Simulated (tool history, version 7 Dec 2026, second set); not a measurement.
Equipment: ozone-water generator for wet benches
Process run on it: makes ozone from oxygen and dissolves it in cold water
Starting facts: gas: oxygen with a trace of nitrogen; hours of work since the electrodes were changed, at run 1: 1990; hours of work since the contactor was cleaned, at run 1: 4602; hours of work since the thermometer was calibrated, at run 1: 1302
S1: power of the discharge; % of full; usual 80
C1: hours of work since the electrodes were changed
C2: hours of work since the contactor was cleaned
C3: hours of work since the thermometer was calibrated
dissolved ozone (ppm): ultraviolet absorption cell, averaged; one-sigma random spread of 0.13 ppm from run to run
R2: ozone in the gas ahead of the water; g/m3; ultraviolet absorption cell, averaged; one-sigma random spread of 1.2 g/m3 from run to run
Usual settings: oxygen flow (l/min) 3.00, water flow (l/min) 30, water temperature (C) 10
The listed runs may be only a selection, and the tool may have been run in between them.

run 1 hour=0.0 | S1=80 oxygen_flow_(l/min)=3.00 water_flow_(l/min)=30 water_temperature_(C)=10 | C1=1990 C2=4602 C3=1302 | dissolved_ozone_(ppm)=11.3 R2=201.6
run 2 hour=161.4 | S1=80 oxygen_flow_(l/min)=3.00 water_flow_(l/min)=30 water_temperature_(C)=10 | C1=2094 C2=4707 C3=1407 | dissolved_ozone_(ppm)=11.4 R2=200.7
run 3 hour=314.0 | S1=80 oxygen_flow_(l/min)=3.00 water_flow_(l/min)=30 water_temperature_(C)=10 | C1=2193 C2=4806 C3=1506 | dissolved_ozone_(ppm)=11.2 R2=202.2
run 4 hour=418.5 | S1=80 oxygen_flow_(l/min)=3.00 water_flow_(l/min)=30 water_temperature_(C)=10 | C1=2261 C2=4874 C3=1574 | dissolved_ozone_(ppm)=11.2 R2=200.8
run 5 hour=573.3 | S1=75 oxygen_flow_(l/min)=3.00 water_flow_(l/min)=30 water_temperature_(C)=10 | C1=2362 C2=4974 C3=1674 | dissolved_ozone_(ppm)=10.7 R2=190.4
run 6 hour=721.1 | S1=75 oxygen_flow_(l/min)=3.00 water_flow_(l/min)=30 water_temperature_(C)=10 | C1=2458 C2=5070 C3=1770 | dissolved_ozone_(ppm)=10.5 R2=187.1
run 7 hour=837.2 | S1=68 oxygen_flow_(l/min)=3.00 water_flow_(l/min)=30 water_temperature_(C)=10 | C1=2533 C2=5146 C3=1846 | dissolved_ozone_(ppm)=9.8 R2=172.3
run 8 hour=960.2 | S1=68 oxygen_flow_(l/min)=3.00 water_flow_(l/min)=30 water_temperature_(C)=10 | C1=2613 C2=5226 C3=1925 | dissolved_ozone_(ppm)=9.8 R2=174.6
run 9 hour=1060.7 | S1=68 oxygen_flow_(l/min)=3.00 water_flow_(l/min)=30 water_temperature_(C)=10 | C1=2678 C2=5291 C3=1991 | dissolved_ozone_(ppm)=9.7 R2=173.3
run 10 hour=1179.4 | S1=68 oxygen_flow_(l/min)=3.00 water_flow_(l/min)=30 water_temperature_(C)=10 | C1=2755 C2=5368 C3=2068 | dissolved_ozone_(ppm)=9.7 R2=171.8
run 11 hour=1295.0 | S1=68 oxygen_flow_(l/min)=3.00 water_flow_(l/min)=30 water_temperature_(C)=10 | C1=2830 C2=5443 C3=2143 | dissolved_ozone_(ppm)=9.7 R2=171.9
run 12 hour=1473.1 | S1=80 oxygen_flow_(l/min)=3.00 water_flow_(l/min)=30 water_temperature_(C)=6 | C1=2946 C2=5558 C3=2258 | dissolved_ozone_(ppm)=11.1 R2=195.3
run 13 hour=1592.1 | S1=80 oxygen_flow_(l/min)=3.00 water_flow_(l/min)=30 water_temperature_(C)=10 | C1=3023 C2=5636 C3=2336 | dissolved_ozone_(ppm)=10.7 R2=195.0
run 14 hour=1742.6 | S1=80 oxygen_flow_(l/min)=2.84 water_flow_(l/min)=30 water_temperature_(C)=10 | C1=3121 C2=5733 C3=2433 | dissolved_ozone_(ppm)=10.5 R2=202.9
run 15 hour=1860.9 | S1=80 oxygen_flow_(l/min)=2.84 water_flow_(l/min)=30 water_temperature_(C)=10 | C1=3198 C2=5810 C3=2510 | dissolved_ozone_(ppm)=10.6 R2=200.8
-- hour=1943.9 water thermometer calibrated
run 16 hour=1952.9 | S1=80 oxygen_flow_(l/min)=2.84 water_flow_(l/min)=30 water_temperature_(C)=10 | C1=3257 C2=5870 C3=6 | dissolved_ozone_(ppm)=10.8 R2=200.5
run 17 hour=2120.9 | S1=80 oxygen_flow_(l/min)=2.84 water_flow_(l/min)=30 water_temperature_(C)=10 | C1=3366 C2=5979 C3=115 | dissolved_ozone_(ppm)=10.6 R2=199.0
run 18 hour=2302.5 | S1=80 oxygen_flow_(l/min)=3.00 water_flow_(l/min)=30 water_temperature_(C)=6 | C1=3484 C2=6096 C3=233 | dissolved_ozone_(ppm)=10.8 R2=193.8
run 19 hour=2467.7 | S1=52 oxygen_flow_(l/min)=3.93 water_flow_(l/min)=44 water_temperature_(C)=8 | C1=3591 C2=6204 C3=340 | dissolved_ozone_(ppm)=5.1 R2=120.0
run 20 hour=2548.5 | S1=74 oxygen_flow_(l/min)=4.14 water_flow_(l/min)=19 water_temperature_(C)=7 | C1=3644 C2=6256 C3=392 | dissolved_ozone_(ppm)=18.2 R2=152.5
run 21 hour=2656.4 | S1=74 oxygen_flow_(l/min)=4.14 water_flow_(l/min)=19 water_temperature_(C)=7 | C1=3714 C2=6326 C3=462 | dissolved_ozone_(ppm)=18.1 R2=152.0
run 22 hour=2818.0 | S1=74 oxygen_flow_(l/min)=4.14 water_flow_(l/min)=19 water_temperature_(C)=7 | C1=3819 C2=6431 C3=567 | dissolved_ozone_(ppm)=17.9 R2=153.2
run 23 hour=2989.6 | S1=74 oxygen_flow_(l/min)=4.00 water_flow_(l/min)=27 water_temperature_(C)=7 | C1=3930 C2=6543 C3=679 | dissolved_ozone_(ppm)=12.0 R2=153.1
run 24 hour=3066.9 | S1=74 oxygen_flow_(l/min)=4.00 water_flow_(l/min)=27 water_temperature_(C)=7 | C1=3980 C2=6593 C3=729 | dissolved_ozone_(ppm)=12.4 R2=156.2
run 25 hour=3192.4 | S1=69 oxygen_flow_(l/min)=3.00 water_flow_(l/min)=26 water_temperature_(C)=17 | C1=4062 C2=6674 C3=810 | dissolved_ozone_(ppm)=10.4 R2=167.1
run 26 hour=3319.9 | S1=43 oxygen_flow_(l/min)=1.85 water_flow_(l/min)=24 water_temperature_(C)=18 | C1=4144 C2=6757 C3=893 | dissolved_ozone_(ppm)=6.9 R2=147.8
run 27 hour=3452.4 | S1=80 oxygen_flow_(l/min)=3.90 water_flow_(l/min)=30 water_temperature_(C)=5 | C1=4230 C2=6843 C3=979 | dissolved_ozone_(ppm)=11.4 R2=164.3
run 28 hour=3532.1 | S1=80 oxygen_flow_(l/min)=3.00 water_flow_(l/min)=29 water_temperature_(C)=17 | C1=4282 C2=6895 C3=1031 | dissolved_ozone_(ppm)=9.9 R2=186.8
-- hour=3700.7 contactor cleaned
run 29 hour=3712.1 | S1=80 oxygen_flow_(l/min)=3.00 water_flow_(l/min)=29 water_temperature_(C)=18 | C1=4396 C2=7 C3=1145 | dissolved_ozone_(ppm)=11.0 R2=188.6
run 30 hour=3888.9 | S1=80 oxygen_flow_(l/min)=3.00 water_flow_(l/min)=27 water_temperature_(C)=10 | C1=4511 C2=122 C3=1260 | dissolved_ozone_(ppm)=12.8 R2=186.8
run 31 hour=4069.6 | S1=80 oxygen_flow_(l/min)=1.75 water_flow_(l/min)=30 water_temperature_(C)=5 | C1=4628 C2=239 C3=1377 | dissolved_ozone_(ppm)=9.2 R2=243.8
run 32 hour=4173.2 | S1=73 oxygen_flow_(l/min)=1.75 water_flow_(l/min)=36 water_temperature_(C)=5 | C1=4696 C2=307 C3=1444 | dissolved_ozone_(ppm)=7.0 R2=226.2
run 33 hour=4254.3 | S1=47 oxygen_flow_(l/min)=3.00 water_flow_(l/min)=30 water_temperature_(C)=10 | C1=4748 C2=359 C3=1497 | dissolved_ozone_(ppm)=7.4 R2=121.0
run 34 hour=4407.3 | S1=47 oxygen_flow_(l/min)=3.00 water_flow_(l/min)=30 water_temperature_(C)=10 | C1=4848 C2=459 C3=1596 | dissolved_ozone_(ppm)=7.4 R2=123.2

A few steps of dissolved ozone (ppm) between consecutive runs. Split each: what settings, incoming material and random variation would produce without the hidden state, and what is left over for the hidden state, along with gauge scatter present in only one of the two compared results (measured, and without hidden state):
Hidden conditions of the tool in this case: yield of the discharge, % of new electrodes'; contactor's efficiency, % of a clean one's; true water temperature over the reading, C; drift of the gauge itself on ozone_ppm, %; drift of the gauge itself on gas_g_m3, %.
Run 18 -> 19: S1 80 -> 52, oxygen flow (l/min) 3.00 -> 3.93, water flow (l/min) 30 -> 44, water temperature (C) 6 -> 8. dissolved ozone (ppm) -5.7: hidden state +1.4, all else -7.1.
Run 19 -> 20: S1 52 -> 74, oxygen flow (l/min) 3.93 -> 4.14, water flow (l/min) 44 -> 19, water temperature (C) 8 -> 7. dissolved ozone (ppm) +13.1: hidden state -2.6, all else +15.7.
Run 22 -> 23: oxygen flow (l/min) 4.14 -> 4.00, water flow (l/min) 19 -> 27. dissolved ozone (ppm) -5.9: hidden state +0.8, all else -6.7.
Run 26 -> 27: S1 43 -> 80, oxygen flow (l/min) 1.85 -> 3.90, water flow (l/min) 24 -> 30, water temperature (C) 18 -> 5. dissolved ozone (ppm) +4.5: hidden state -1.9, all else +6.4.
